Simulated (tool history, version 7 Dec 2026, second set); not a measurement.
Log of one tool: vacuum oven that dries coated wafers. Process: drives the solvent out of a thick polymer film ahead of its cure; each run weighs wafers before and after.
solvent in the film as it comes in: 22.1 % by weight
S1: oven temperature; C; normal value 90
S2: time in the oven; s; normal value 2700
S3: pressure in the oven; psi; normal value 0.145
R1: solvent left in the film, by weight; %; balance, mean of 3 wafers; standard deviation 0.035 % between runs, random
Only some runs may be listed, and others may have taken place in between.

run 1 hour=0 | S1=90 S2=2700 S3=0.145 | R1=1.53
run 2 hour=23 | S1=90 S2=4800 S3=0.145 | R1=0.99
run 3 hour=42.2 | S1=90 S2=4800 S3=0.145 | R1=0.99
run 4 hour=52.8 | S1=89 S2=2700 S3=0.145 | R1=1.63
run 5 hour=73.8 | S1=89 S2=2700 S3=0.145 | R1=1.68
run 6 hour=84.8 | S1=84 S2=2700 S3=0.145 | R1=2.47
run 7 hour=103.1 | S1=90 S2=2700 S3=0.12 | R1=1.35
run 8 hour=127.7 | S1=90 S2=2700 S3=0.145 | R1=1.54
run 9 hour=144.2 | S1=90 S2=2700 S3=0.145 | R1=1.6
run 10 hour=158.8 | S1=97 S2=2700 S3=0.145 | R1=0.84
run 11 hour=170.7 | S1=97 S2=2220 S3=0.145 | R1=1.13
run 12 hour=192.4 | S1=97 S2=2340 S3=0.145 | R1=1.04
run 13 hour=206 | S1=97 S2=2340 S3=0.145 | R1=1.03
run 14 hour=218.6 | S1=97 S2=2340 S3=0.145 | R1=0.96
run 15 hour=234.7 | S1=90 S2=2700 S3=0.145 | R1=1.51
run 16 hour=258.1 | S1=90 S2=3420 S3=0.145 | R1=1.21
run 17 hour=277.8 | S1=90 S2=2700 S3=0.145 | R1=1.49
run 18 hour=296.9 | S1=90 S2=2700 S3=0.441 | R1=3.24
run 19 hour=319.8 | S1=90 S2=2700 S3=0.441 | R1=3.23
run 20 hour=338.1 | S1=90 S2=2700 S3=0.441 | R1=3.22
run 21 hour=353.7 | S1=82 S2=2700 S3=0.125 | R1=2.69
run 22 hour=368.3 | S1=100 S2=1620 S3=0.207 | R1=1.64
run 23 hour=382.3 | S1=78 S2=2700 S3=0.361 | R1=5.71
run 24 hour=403.9 | S1=91 S2=2700 S3=0.133 | R1=1.42
run 25 hour=418.6 | S1=104 S2=2880 S3=0.133 | R1=0.57
run 26 hour=438.8 | S1=104 S2=2880 S3=0.133 | R1=0.57
run 27 hour=460.3 | S1=104 S2=2880 S3=0.133 | R1=0.52
run 28 hour=481.6 | S1=104 S2=1860 S3=0.371 | R1=1.61
run 29 hour=502.2 | S1=104 S2=1860 S3=0.371 | R1=1.65
run 30 hour=515.1 | S1=97 S2=1800 S3=0.099 | R1=1.29
run 31 hour=535.3 | S1=97 S2=1800 S3=0.099 | R1=1.35
run 32 hour=557.7 | S1=97 S2=1800 S3=0.099 | R1=1.3
run 33 hour=581.9 | S1=97 S2=1800 S3=0.099 | R1=1.38
run 34 hour=605.7 | S1=97 S2=1800 S3=0.099 | R1=1.31
run 35 hour=617.4 | S1=97 S2=1800 S3=0.099 | R1=1.36
run 36 hour=629.1 | S1=97 S2=3600 S3=0.099 | R1=0.59
run 37 hour=640.2 | S1=97 S2=3600 S3=0.099 | R1=0.61
run 38 hour=652.7 | S1=97 S2=3600 S3=0.099 | R1=0.62

Pick out some run-to-run changes in R1. Of each, how much would a tool without hidden state show as well, from the settings, what came in and chance, and how much is left for the hidden state and any gauge scatter not in both results compared?
What the log doesn't record here: true wafer temperature over the reading, C; true pressure over the reading, kPa; drift of the gauge itself on solvent_pct, %.
Run 17 -> 18: S3 0.145 -> 0.441. R1 +1.75 %: hidden state -0.08, all else +1.83.
Run 22 -> 23: S1 100 -> 78, S2 1620 -> 2700, S3 0.207 -> 0.361. R1 +4.07 %: hidden state -0.21, all else +4.28.
Run 23 -> 24: S1 78 -> 91, S3 0.361 -> 0.133. R1 -4.29 %: hidden state +0.26, all else -4.55.
Run 35 -> 36: S2 1800 -> 3600. R1 -0.77 %: hidden state +0.18, all else -0.95.
